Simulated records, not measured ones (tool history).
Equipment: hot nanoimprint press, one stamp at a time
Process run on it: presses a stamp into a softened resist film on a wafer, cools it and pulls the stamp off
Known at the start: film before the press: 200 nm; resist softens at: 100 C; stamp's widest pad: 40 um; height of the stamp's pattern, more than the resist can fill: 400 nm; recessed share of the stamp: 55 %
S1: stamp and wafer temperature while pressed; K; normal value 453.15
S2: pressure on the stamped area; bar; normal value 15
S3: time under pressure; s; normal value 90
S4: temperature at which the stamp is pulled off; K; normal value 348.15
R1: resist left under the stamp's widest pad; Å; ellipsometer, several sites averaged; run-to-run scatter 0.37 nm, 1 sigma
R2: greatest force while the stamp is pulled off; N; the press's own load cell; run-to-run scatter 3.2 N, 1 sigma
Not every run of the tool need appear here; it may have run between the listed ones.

{"run": 1, "hour": 0.0, "S1": 453.15, "S2": 15, "S3": 90, "S4": 348.15, "R1": 759, "R2": 201}
{"run": 2, "hour": 57.5, "S1": 453.15, "S2": 15, "S3": 90, "S4": 348.15, "R1": 755, "R2": 215}
{"run": 3, "hour": 126.6, "S1": 453.15, "S2": 15, "S3": 50, "S4": 348.15, "R1": 938, "R2": 224}
{"run": 4, "hour": 191.8, "S1": 453.15, "S2": 15, "S3": 50, "S4": 348.15, "R1": 943, "R2": 237}
{"hour": 272.7, "done": "plate thermocouple calibrated"}
{"run": 5, "hour": 272.7, "S1": 453.15, "S2": 15, "S3": 90, "S4": 348.15, "R1": 781, "R2": 233}
{"run": 6, "hour": 347.8, "S1": 453.15, "S2": 15, "S3": 90, "S4": 336.15, "R1": 776, "R2": 304}
{"hour": 365.2, "done": "press's hydraulic seals changed and the load cell set to zero"}
{"run": 7, "hour": 416.7, "S1": 448.15, "S2": 15, "S3": 90, "S4": 348.15, "R1": 952, "R2": 250}
{"run": 8, "hour": 458.0, "S1": 453.15, "S2": 15, "S3": 90, "S4": 348.15, "R1": 773, "R2": 255}
{"hour": 482.4, "done": "plate thermocouple calibrated, once more"}
{"run": 9, "hour": 525.7, "S1": 453.15, "S2": 15, "S3": 90, "S4": 348.15, "R1": 749, "R2": 260}
{"run": 10, "hour": 595.3, "S1": 453.15, "S2": 15, "S3": 90, "S4": 348.15, "R1": 745, "R2": 272}
{"run": 11, "hour": 672.1, "S1": 453.15, "S2": 15, "S3": 90, "S4": 348.15, "R1": 748, "R2": 261}
{"hour": 721.3, "done": "stamp cleaned and given a new release coat"}
{"run": 12, "hour": 740.3, "S1": 459.15, "S2": 15, "S3": 90, "S4": 348.15, "R1": 583, "R2": 153}
{"run": 13, "hour": 773.1, "S1": 459.15, "S2": 15, "S3": 90, "S4": 348.15, "R1": 585, "R2": 159}
{"run": 14, "hour": 836.3, "S1": 446.15, "S2": 22.4, "S3": 49, "S4": 336.15, "R1": 1010, "R2": 196}
{"run": 15, "hour": 889.5, "S1": 453.15, "S2": 11.6, "S3": 90, "S4": 351.15, "R1": 861, "R2": 157}
{"run": 16, "hour": 960.9, "S1": 453.15, "S2": 11.6, "S3": 90, "S4": 351.15, "R1": 869, "R2": 165}
{"run": 17, "hour": 1005.8, "S1": 453.15, "S2": 11.5, "S3": 90, "S4": 344.15, "R1": 872, "R2": 196}
{"run": 18, "hour": 1045.6, "S1": 442.15, "S2": 11.5, "S3": 142, "S4": 351.15, "R1": 1177, "R2": 167}
{"run": 19, "hour": 1108.1, "S1": 456.15, "S2": 15, "S3": 90, "S4": 348.15, "R1": 668, "R2": 193}
{"hour": 1144.1, "done": "plate thermocouple calibrated"}
{"run": 20, "hour": 1150.5, "S1": 456.15, "S2": 15, "S3": 90, "S4": 348.15, "R1": 656, "R2": 187}
{"run": 21, "hour": 1201.2, "S1": 453.15, "S2": 15, "S3": 90, "S4": 351.15, "R1": 743, "R2": 176}
{"run": 22, "hour": 1258.9, "S1": 453.15, "S2": 15, "S3": 90, "S4": 351.15, "R1": 743, "R2": 189}
{"run": 23, "hour": 1332.1, "S1": 444.15, "S2": 23.4, "S3": 90, "S4": 348.15, "R1": 888, "R2": 210}
{"run": 24, "hour": 1409.8, "S1": 444.15, "S2": 11.1, "S3": 90, "S4": 348.15, "R1": 1253, "R2": 203}

4 options for the next run, each taken on its own from the tool as it stands now. Forecast them:
{"run": "A", "hour": 1469.3, "S1": 446.15, "S2": 15, "S3": 124, "S4": 345.15, "R1": "?", "R2": "?"}
{"run": "B", "hour": 1469.3, "S1": 455.15, "S2": 15, "S3": 54, "S4": 348.15, "R1": "?", "R2": "?"}
{"run": "C", "hour": 1469.3, "S1": 461.15, "S2": 19.5, "S3": 158, "S4": 348.15, "R1": "?", "R2": "?"}
{"run": "D", "hour": 1469.3, "S1": 453.15, "S2": 15, "S3": 90, "S4": 337.15, "R1": "?", "R2": "?"}

run=A R1=910 R2=244
run=B R1=839 R2=205
run=C R1=375 R2=224
run=D R1=750 R2=274
With no hidden state in the tool, these same runs would have given:
run=A R1=893 R2=168
run=B R1=823 R2=141
run=C R1=366 R2=154
run=D R1=736 R2=188
